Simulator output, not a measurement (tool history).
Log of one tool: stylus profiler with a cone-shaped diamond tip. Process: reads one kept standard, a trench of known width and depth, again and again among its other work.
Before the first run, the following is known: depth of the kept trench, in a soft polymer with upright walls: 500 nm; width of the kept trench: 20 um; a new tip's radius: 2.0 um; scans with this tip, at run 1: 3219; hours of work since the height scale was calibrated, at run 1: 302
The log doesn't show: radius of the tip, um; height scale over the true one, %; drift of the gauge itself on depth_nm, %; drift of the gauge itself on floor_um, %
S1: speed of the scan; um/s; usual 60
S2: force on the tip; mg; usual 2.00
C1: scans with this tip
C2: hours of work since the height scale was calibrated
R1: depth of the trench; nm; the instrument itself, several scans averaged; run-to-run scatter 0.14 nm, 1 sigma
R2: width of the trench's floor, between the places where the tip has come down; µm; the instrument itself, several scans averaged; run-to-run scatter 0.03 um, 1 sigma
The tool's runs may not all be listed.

run,hour,S1,S2,C1,C2,R1,R2
1,0.0,60,2.00,3219,302,504.42,16.64
2,60.0,60,2.00,3674,344,504.27,16.60
3,107.5,60,2.00,4034,378,504.77,16.63
4,163.3,60,2.00,4457,418,504.54,16.55
5,229.1,21,2.00,4956,465,504.79,16.74
6,287.4,60,5.57,5398,506,508.22,16.64
7,332.7,86,5.57,5741,538,508.17,16.59
8,380.1,60,3.07,6100,572,505.97,16.51
9,445.7,60,3.56,6597,618,506.37,16.58
10,476.1,60,4.24,6827,640,507.26,16.56
11,523.6,60,4.24,7188,674,507.41,16.51
12,580.0,159,4.24,7615,714,507.53,16.01
13,634.9,60,0.67,8031,753,503.22,16.04
14,668.8,60,0.67,8288,777,503.34,16.03
15,699.7,20,2.11,8523,799,505.16,16.56
16,769.2,27,4.26,9049,848,507.60,16.48
# hour 775.0: height scale calibrated on a step standard
17,800.2,27,4.26,9280,18,508.65,16.47
18,866.6,108,3.34,9784,65,507.80,16.04
19,913.7,108,3.34,10141,99,507.72,16.03
20,980.1,214,3.65,10644,146,508.31,15.50
21,1021.5,214,3.65,10958,175,508.22,15.46
22,1060.4,88,2.00,11253,203,506.29,15.89
# hour 1071.6: height scale calibrated on a step standard, once more
23,1101.6,71,3.46,11562,21,505.34,16.10

Selected run-to-run steps in R1, each split into two signed amounts: the part the tool would show with no hidden state at all (from settings, incoming material and random variation), and the remainder, which goes to the hidden state together with any gauge scatter not common to the measured and the hidden-state-free results:
Run 5 -> 6: S1 21 -> 60, S2 2.00 -> 5.57. R1 +3.43 nm: hidden state +0.08, all else +3.35.
Run 12 -> 13: S1 159 -> 60, S2 4.24 -> 0.67. R1 -4.31 nm: hidden state +0.06, all else -4.37.
Run 16 -> 17: height scale calibrated on a step standard. R1 +1.05 nm: hidden state +0.93, all else +0.12.
Run 22 -> 23: S1 88 -> 71, S2 2.00 -> 3.46, height scale calibrated on a step standard, once more. R1 -0.95 nm: hidden state -2.81, all else +1.86.

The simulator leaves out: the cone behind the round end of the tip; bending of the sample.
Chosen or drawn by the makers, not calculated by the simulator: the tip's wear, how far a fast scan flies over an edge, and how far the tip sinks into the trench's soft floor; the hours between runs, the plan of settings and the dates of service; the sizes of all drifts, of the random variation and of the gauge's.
